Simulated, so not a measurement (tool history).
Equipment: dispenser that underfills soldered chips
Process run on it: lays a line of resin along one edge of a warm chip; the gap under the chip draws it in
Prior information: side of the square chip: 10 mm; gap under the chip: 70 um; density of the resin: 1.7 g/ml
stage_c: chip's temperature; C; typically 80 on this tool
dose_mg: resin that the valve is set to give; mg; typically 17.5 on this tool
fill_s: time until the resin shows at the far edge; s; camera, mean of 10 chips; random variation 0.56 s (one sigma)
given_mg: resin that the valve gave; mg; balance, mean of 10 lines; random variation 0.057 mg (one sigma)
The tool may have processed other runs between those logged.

run,hour,stage_c,dose_mg,fill_s,given_mg
1,0.0,80,17.5,63.2,17.11
# hour 7.7: new syringe of resin
2,11.6,80,17.5,57.4,16.94
# hour 22.7: new syringe of resin
3,23.0,80,17.5,49.5,16.75
4,28.7,80,17.5,62.1,16.85
# hour 37.7: new syringe of resin
5,39.5,80,15.6,53.9,14.91
6,48.1,80,15.6,76.3,14.89
# hour 52.8: new syringe of resin
# hour 53.8: dispensing valve cleaned and set on the balance
7,59.1,80,15.6,60.7,15.54
# hour 69.0: new syringe of resin
8,70.2,94,18.1,28.9,17.88
9,78.3,94,18.1,38.2,17.83
# hour 84.1: new syringe of resin
10,86.8,67,19.4,98.9,19.14
11,93.1,77,15.9,82.1,15.58
# hour 99.5: new syringe of resin
12,102.0,77,15.9,63.1,15.40
13,109.7,77,20.1,80.4,19.46
# hour 114.5: new syringe of resin
14,119.1,66,16.3,114.1,15.68

Consider 5 possible next runs. They are alternatives, not a sequence: every one starts from the tool as it was left by run 14. What does each give?
A,124.2,87,16.5,?,?
B,124.2,92,15.5,?,?
C,124.2,92,16.3,?,?
D,124.2,77,15.3,?,?
E,124.2,80,15.0,?,?

run,fill_s,given_mg
A,53.3,15.75
B,46.2,14.86
C,44.0,15.63
D,85.6,14.67
E,74.7,14.30
Take away the tool's hidden state, keep each run's random variation, and the runs would have read:
run,fill_s,given_mg
A,34.3,16.45
B,29.7,15.52
C,28.3,16.32
D,54.6,15.32
E,47.9,14.93
